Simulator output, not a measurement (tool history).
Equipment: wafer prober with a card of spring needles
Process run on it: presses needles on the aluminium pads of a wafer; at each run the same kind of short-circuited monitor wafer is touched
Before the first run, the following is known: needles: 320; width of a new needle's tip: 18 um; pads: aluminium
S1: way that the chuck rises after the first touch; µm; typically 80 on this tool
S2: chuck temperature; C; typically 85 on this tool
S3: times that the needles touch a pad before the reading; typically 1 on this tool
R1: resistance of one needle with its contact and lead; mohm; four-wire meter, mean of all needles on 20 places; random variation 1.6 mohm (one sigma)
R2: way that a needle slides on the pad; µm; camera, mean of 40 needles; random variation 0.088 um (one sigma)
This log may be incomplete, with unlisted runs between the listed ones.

Run 1, hour 0: usual settings. Result: R1 156 mohm, R2 11.99 µm.
At hour 1.4: tips cleaned on abrasive film.
At hour 9.1: tips cleaned on abrasive film.
Run 2, hour 10.4: usual settings but S2 33 C. Result: R1 146 mohm, R2 12.23 µm.
At hour 16.9: tips cleaned on abrasive film.
Run 3, hour 22.2: usual settings but S2 33 C. Result: R1 149 mohm, R2 12.16 µm.
At hour 24.6: tips cleaned on abrasive film.
At hour 32.9: tips cleaned on abrasive film.
At hour 40.6: tips cleaned on abrasive film.
Run 4, hour 40.8: usual settings but S2 57 C. Result: R1 151 mohm, R2 12.03 µm.
At hour 47.9: tips cleaned on abrasive film.
Run 5, hour 53.7: usual settings but S1 73 µm. Result: R1 156 mohm, R2 11.2 µm.
At hour 55.4: tips cleaned on abrasive film.
At hour 64: tips cleaned on abrasive film.
Run 6, hour 66.9: usual settings but S1 73 µm. Result: R1 157 mohm, R2 11.07 µm.
At hour 71.8: tips cleaned on abrasive film.
Run 7, hour 76.7: usual settings but S1 73 µm. Result: R1 157 mohm, R2 11.06 µm.
At hour 79.5: tips cleaned on abrasive film.
Run 8, hour 85.1: usual settings but S1 73 µm. Result: R1 161 mohm, R2 11.15 µm.
At hour 87.4: tips cleaned on abrasive film.
At hour 94.6: tips cleaned on abrasive film.
Run 9, hour 99.9: usual settings but S1 79 µm. Result: R1 158 mohm, R2 11.97 µm.
At hour 102.3: tips cleaned on abrasive film.
At hour 109.9: tips cleaned on abrasive film.
Run 10, hour 115.6: usual settings but S1 79 µm. Result: R1 156 mohm, R2 11.86 µm.
At hour 118.3: tips cleaned on abrasive film.
At hour 126.8: tips cleaned on abrasive film.
Run 11, hour 132.8: usual settings but S1 79 µm. Result: R1 156 mohm, R2 11.92 µm.
At hour 134: tips cleaned on abrasive film.
At hour 141.7: tips cleaned on abrasive film.
Run 12, hour 147.7: usual settings but S3 2. Result: R1 158 mohm, R2 12.12 µm.
At hour 149.5: tips cleaned on abrasive film.
At hour 157.2: tips cleaned on abrasive film.
Run 13, hour 161: usual settings. Result: R1 156 mohm, R2 12.13 µm.
At hour 165.2: tips cleaned on abrasive film.
Run 14, hour 172: usual settings. Result: R1 158 mohm, R2 12.15 µm.
At hour 173.5: tips cleaned on abrasive film.
At hour 181.1: tips cleaned on abrasive film.
Run 15, hour 181.9: usual settings. Result: R1 158 mohm, R2 12.1 µm.
At hour 188.6: tips cleaned on abrasive film.
At hour 196.3: tips cleaned on abrasive film.
Run 16, hour 198.5: usual settings. Result: R1 157 mohm, R2 12.1 µm.
At hour 204.3: tips cleaned on abrasive film.
At hour 212.5: tips cleaned on abrasive film.
Run 17, hour 212.5: usual settings. Result: R1 154 mohm, R2 12.05 µm.
At hour 220: tips cleaned on abrasive film.
At hour 220.3: height of the first contact set anew.
Run 18, hour 227: usual settings. Result: R1 154 mohm, R2 12.19 µm.
At hour 228.4: tips cleaned on abrasive film.
At hour 236.1: tips cleaned on abrasive film.
At hour 244: tips cleaned on abrasive film.
Run 19, hour 245.2: usual settings but S2 53 C. Result: R1 152 mohm, R2 12.24 µm.

What will run 20 give?
At hour 251.2: tips cleaned on abrasive film.
At hour 260: tips cleaned on abrasive film.
Run 20, hour 263: usual settings but S1 91 µm, S2 79 C, S3 2. Result: R1 ?, R2 ?.

Logged for run 20: R1 151 mohm, R2 13.88 µm.
With no hidden state in the tool, this same run would have given R1 151 mohm, R2 13.88 µm.
